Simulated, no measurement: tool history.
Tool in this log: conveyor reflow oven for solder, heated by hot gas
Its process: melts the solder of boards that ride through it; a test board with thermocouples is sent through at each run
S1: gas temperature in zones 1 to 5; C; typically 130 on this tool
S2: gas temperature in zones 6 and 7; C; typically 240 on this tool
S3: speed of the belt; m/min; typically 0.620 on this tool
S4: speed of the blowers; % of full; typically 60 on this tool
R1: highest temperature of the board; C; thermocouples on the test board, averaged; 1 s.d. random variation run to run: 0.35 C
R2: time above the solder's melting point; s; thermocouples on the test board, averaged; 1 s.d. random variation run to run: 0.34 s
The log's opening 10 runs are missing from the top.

run	hour	S1	S2	S3	S4	R1	R2
11	115.0	130	240	0.620	60	212.2	48.4
12	128.0	130	240	0.620	60	210.7	48.3
13	139.3	130	240	0.620	60	210.7	48.0
14	152.1	130	240	0.620	60	211.0	48.1
15	164.8	130	240	0.620	60	210.9	47.9
16	181.9	131	240	0.620	83	219.7	56.6
17	193.3	131	240	0.620	83	219.5	57.1
18	210.5	140	245	0.569	83	228.2	72.3
19	223.3	140	245	0.569	83	228.2	72.3
# hour 228.9: belt drive overhauled, speed set with a stopwatch
# hour 244.2: flux residue cleaned out of gas plates and filters
20	247.5	140	245	0.569	83	230.7	74.2
# hour 265.5: belt drive overhauled, speed set with a stopwatch, once more
21	267.9	144	248	0.553	83	234.7	78.6
22	278.1	137	243	0.697	72	216.3	49.4
23	291.0	137	243	0.697	72	216.6	49.7
24	305.2	137	243	0.697	72	216.6	49.4
25	318.7	137	243	0.697	72	216.8	49.0
26	327.5	130	234	0.535	60	213.3	59.3
27	336.4	130	234	0.535	60	213.6	59.4
28	348.1	142	253	0.620	60	225.1	64.1
29	363.5	135	244	0.578	62	220.0	62.3
30	377.8	135	244	0.578	62	220.4	61.9

Consider 4 possible next runs. They are alternatives, not a sequence: every one starts from the tool as it was left by run 30. What does each give?
A	388.5	130	244	0.620	87	?	?
B	388.5	119	240	0.632	74	?	?
C	388.5	130	245	0.620	60	?	?
D	388.5	141	244	0.631	56	?	?

run	R1	R2
A	225.5	60.4
B	214.4	47.5
C	216.0	51.9
D	215.3	53.5
What these runs would have given with no unlogged condition in the tool:
run	R1	R2
A	225.5	60.5
B	214.5	47.7
C	216.0	52.0
D	215.1	53.4
